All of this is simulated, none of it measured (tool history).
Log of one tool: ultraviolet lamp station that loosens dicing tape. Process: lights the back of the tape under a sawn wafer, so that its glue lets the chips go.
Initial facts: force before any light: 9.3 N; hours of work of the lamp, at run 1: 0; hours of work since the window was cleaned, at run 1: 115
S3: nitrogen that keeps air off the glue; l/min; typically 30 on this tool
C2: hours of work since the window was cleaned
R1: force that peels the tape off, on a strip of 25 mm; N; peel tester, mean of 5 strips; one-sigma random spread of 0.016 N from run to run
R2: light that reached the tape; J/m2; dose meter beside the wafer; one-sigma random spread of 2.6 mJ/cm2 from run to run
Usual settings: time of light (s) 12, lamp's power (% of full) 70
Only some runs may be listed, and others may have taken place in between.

{"run": 1, "hour": 0.0, "time of light (s)": 12, "lamp's power (% of full)": 70, "S3": 30, "hours of work of the lamp": 0, "C2": 115, "R1": 0.783, "R2": 3260}
{"run": 2, "hour": 79.6, "time of light (s)": 12, "lamp's power (% of full)": 70, "S3": 30, "hours of work of the lamp": 47, "C2": 162, "R1": 0.799, "R2": 3150}
{"run": 3, "hour": 160.0, "time of light (s)": 12, "lamp's power (% of full)": 70, "S3": 30, "hours of work of the lamp": 95, "C2": 210, "R1": 0.836, "R2": 3080}
{"run": 4, "hour": 230.8, "time of light (s)": 12, "lamp's power (% of full)": 70, "S3": 30, "hours of work of the lamp": 137, "C2": 252, "R1": 0.887, "R2": 3040}
{"run": 5, "hour": 281.9, "time of light (s)": 7, "lamp's power (% of full)": 70, "S3": 30, "hours of work of the lamp": 167, "C2": 282, "R1": 2.237, "R2": 1750}
{"run": 6, "hour": 363.6, "time of light (s)": 7, "lamp's power (% of full)": 70, "S3": 30, "hours of work of the lamp": 215, "C2": 330, "R1": 2.374, "R2": 1710}
{"run": 7, "hour": 446.4, "time of light (s)": 7, "lamp's power (% of full)": 96, "S3": 30, "hours of work of the lamp": 264, "C2": 379, "R1": 1.463, "R2": 2290}
{"run": 8, "hour": 493.6, "time of light (s)": 12, "lamp's power (% of full)": 70, "S3": 30, "hours of work of the lamp": 292, "C2": 407, "R1": 1.045, "R2": 2830}
{"run": 9, "hour": 564.4, "time of light (s)": 12, "lamp's power (% of full)": 70, "S3": 30, "hours of work of the lamp": 334, "C2": 449, "R1": 1.105, "R2": 2770}
{"hour": 575.5, "done": "window cleaned of glue's vapour"}
{"run": 10, "hour": 622.0, "time of light (s)": 12, "lamp's power (% of full)": 70, "S3": 30, "hours of work of the lamp": 368, "C2": 28, "R1": 0.97, "R2": 2860}
{"run": 11, "hour": 703.9, "time of light (s)": 12, "lamp's power (% of full)": 79, "S3": 30, "hours of work of the lamp": 416, "C2": 76, "R1": 0.813, "R2": 3170}
{"run": 12, "hour": 787.0, "time of light (s)": 12, "lamp's power (% of full)": 79, "S3": 9, "hours of work of the lamp": 465, "C2": 125, "R1": 2.104, "R2": 3040}
{"run": 13, "hour": 840.2, "time of light (s)": 12, "lamp's power (% of full)": 70, "S3": 30, "hours of work of the lamp": 497, "C2": 157, "R1": 1.113, "R2": 2670}
{"run": 14, "hour": 916.8, "time of light (s)": 12, "lamp's power (% of full)": 70, "S3": 30, "hours of work of the lamp": 542, "C2": 202, "R1": 1.137, "R2": 2620}
{"run": 15, "hour": 958.3, "time of light (s)": 12, "lamp's power (% of full)": 70, "S3": 30, "hours of work of the lamp": 567, "C2": 227, "R1": 1.208, "R2": 2580}
{"run": 16, "hour": 1028.3, "time of light (s)": 12, "lamp's power (% of full)": 70, "S3": 30, "hours of work of the lamp": 608, "C2": 268, "R1": 1.272, "R2": 2530}
{"run": 17, "hour": 1091.9, "time of light (s)": 12, "lamp's power (% of full)": 70, "S3": 30, "hours of work of the lamp": 646, "C2": 306, "R1": 1.333, "R2": 2470}
{"run": 18, "hour": 1152.6, "time of light (s)": 12, "lamp's power (% of full)": 70, "S3": 30, "hours of work of the lamp": 682, "C2": 342, "R1": 1.312, "R2": 2460}
{"run": 19, "hour": 1212.1, "time of light (s)": 12, "lamp's power (% of full)": 70, "S3": 30, "hours of work of the lamp": 717, "C2": 377, "R1": 1.432, "R2": 2390}
{"run": 20, "hour": 1297.0, "time of light (s)": 12, "lamp's power (% of full)": 70, "S3": 30, "hours of work of the lamp": 767, "C2": 427, "R1": 1.473, "R2": 2300}
{"hour": 1350.2, "done": "window cleaned of glue's vapour"}
{"run": 21, "hour": 1377.2, "time of light (s)": 12, "lamp's power (% of full)": 70, "S3": 30, "hours of work of the lamp": 815, "C2": 16, "R1": 1.428, "R2": 2350}
{"run": 22, "hour": 1448.2, "time of light (s)": 12, "lamp's power (% of full)": 70, "S3": 30, "hours of work of the lamp": 857, "C2": 58, "R1": 1.479, "R2": 2260}
{"run": 23, "hour": 1506.5, "time of light (s)": 12, "lamp's power (% of full)": 70, "S3": 30, "hours of work of the lamp": 891, "C2": 93, "R1": 1.542, "R2": 2230}
{"run": 24, "hour": 1573.3, "time of light (s)": 18, "lamp's power (% of full)": 87, "S3": 30, "hours of work of the lamp": 931, "C2": 132, "R1": 0.469, "R2": 4100}
{"run": 25, "hour": 1648.8, "time of light (s)": 17, "lamp's power (% of full)": 64, "S3": 29, "hours of work of the lamp": 975, "C2": 177, "R1": 1.11, "R2": 2770}
{"run": 26, "hour": 1736.2, "time of light (s)": 17, "lamp's power (% of full)": 84, "S3": 29, "hours of work of the lamp": 1027, "C2": 228, "R1": 0.656, "R2": 3490}
{"run": 27, "hour": 1813.2, "time of light (s)": 17, "lamp's power (% of full)": 84, "S3": 29, "hours of work of the lamp": 1073, "C2": 274, "R1": 0.702, "R2": 3380}
{"run": 28, "hour": 1886.3, "time of light (s)": 17, "lamp's power (% of full)": 84, "S3": 29, "hours of work of the lamp": 1116, "C2": 317, "R1": 0.741, "R2": 3270}
{"run": 29, "hour": 1962.5, "time of light (s)": 17, "lamp's power (% of full)": 84, "S3": 29, "hours of work of the lamp": 1161, "C2": 362, "R1": 0.797, "R2": 3150}
{"run": 30, "hour": 2015.4, "time of light (s)": 17, "lamp's power (% of full)": 73, "S3": 22, "hours of work of the lamp": 1192, "C2": 394, "R1": 1.369, "R2": 2710}
{"run": 31, "hour": 2098.5, "time of light (s)": 17, "lamp's power (% of full)": 73, "S3": 22, "hours of work of the lamp": 1241, "C2": 443, "R1": 1.449, "R2": 2650}
{"hour": 2120.3, "done": "window cleaned of glue's vapour"}
{"run": 32, "hour": 2142.0, "time of light (s)": 17, "lamp's power (% of full)": 68, "S3": 22, "hours of work of the lamp": 1267, "C2": 13, "R1": 1.55, "R2": 2550}
{"hour": 2158.5, "done": "lamp changed"}
{"run": 33, "hour": 2213.2, "time of light (s)": 15, "lamp's power (% of full)": 69, "S3": 43, "hours of work of the lamp": 32, "C2": 54, "R1": 0.37, "R2": 3940}
{"run": 34, "hour": 2288.3, "time of light (s)": 15, "lamp's power (% of full)": 69, "S3": 43, "hours of work of the lamp": 77, "C2": 99, "R1": 0.392, "R2": 3890}
{"run": 35, "hour": 2373.6, "time of light (s)": 24, "lamp's power (% of full)": 72, "S3": 28, "hours of work of the lamp": 127, "C2": 149, "R1": 0.223, "R2": 6320}
{"run": 36, "hour": 2431.6, "time of light (s)": 13, "lamp's power (% of full)": 61, "S3": 28, "hours of work of the lamp": 162, "C2": 184, "R1": 1.049, "R2": 2890}
{"run": 37, "hour": 2498.9, "time of light (s)": 13, "lamp's power (% of full)": 61, "S3": 28, "hours of work of the lamp": 201, "C2": 223, "R1": 1.068, "R2": 2810}
{"run": 38, "hour": 2545.9, "time of light (s)": 13, "lamp's power (% of full)": 61, "S3": 28, "hours of work of the lamp": 229, "C2": 251, "R1": 1.123, "R2": 2780}
{"run": 39, "hour": 2595.3, "time of light (s)": 8, "lamp's power (% of full)": 67, "S3": 30, "hours of work of the lamp": 259, "C2": 281, "R1": 2.085, "R2": 1850}
{"run": 40, "hour": 2646.4, "time of light (s)": 21, "lamp's power (% of full)": 70, "S3": 23, "hours of work of the lamp": 289, "C2": 311, "R1": 0.388, "R2": 4990}
{"run": 41, "hour": 2707.5, "time of light (s)": 7, "lamp's power (% of full)": 70, "S3": 26, "hours of work of the lamp": 325, "C2": 347, "R1": 2.674, "R2": 1620}
{"run": 42, "hour": 2781.7, "time of light (s)": 7, "lamp's power (% of full)": 97, "S3": 17, "hours of work of the lamp": 369, "C2": 391, "R1": 2.306, "R2": 2220}
{"run": 43, "hour": 2823.2, "time of light (s)": 12, "lamp's power (% of full)": 71, "S3": 26, "hours of work of the lamp": 393, "C2": 415, "R1": 1.253, "R2": 2750}

Each run again, without the hidden state but with its own random variation kept:
Hidden state present: lamp's light, % of a new lamp's; light that the window lets through, % of a clean one's; drift of the gauge itself on peel_n, %; drift of the gauge itself on dose_mj_cm2, %.
run=1 R1=0.742 R2=3340
run=2 R1=0.726 R2=3290
run=3 R1=0.724 R2=3300
run=4 R1=0.739 R2=3320
run=5 R1=1.934 R2=1940
run=6 R1=1.991 R2=1930
run=7 R1=1.12 R2=2660
run=8 R1=0.747 R2=3340
run=9 R1=0.761 R2=3330
run=10 R1=0.718 R2=3310
run=11 R1=0.565 R2=3760
run=12 R1=1.557 R2=3700
run=13 R1=0.722 R2=3300
run=14 R1=0.711 R2=3310
run=15 R1=0.736 R2=3310
run=16 R1=0.743 R2=3320
run=17 R1=0.746 R2=3310
run=18 R1=0.71 R2=3350
run=19 R1=0.75 R2=3330
run=20 R1=0.73 R2=3300
run=21 R1=0.726 R2=3320
run=22 R1=0.722 R2=3290
run=23 R1=0.727 R2=3300
run=24 R1=0.226 R2=6190
run=25 R1=0.445 R2=4300
run=26 R1=0.254 R2=5630
run=27 R1=0.255 R2=5600
run=28 R1=0.258 R2=5590
run=29 R1=0.249 R2=5540
run=30 R1=0.419 R2=4850
run=31 R1=0.414 R2=4880
run=32 R1=0.487 R2=4560
run=33 R1=0.35 R2=4050
run=34 R1=0.356 R2=4080
run=35 R1=0.208 R2=6780
run=36 R1=0.882 R2=3150
run=37 R1=0.863 R2=3130
run=38 R1=0.886 R2=3140
run=39 R1=1.704 R2=2110
run=40 R1=0.292 R2=5780
run=41 R1=2.15 R2=1920
run=42 R1=1.748 R2=2680
run=43 R1=0.845 R2=3360

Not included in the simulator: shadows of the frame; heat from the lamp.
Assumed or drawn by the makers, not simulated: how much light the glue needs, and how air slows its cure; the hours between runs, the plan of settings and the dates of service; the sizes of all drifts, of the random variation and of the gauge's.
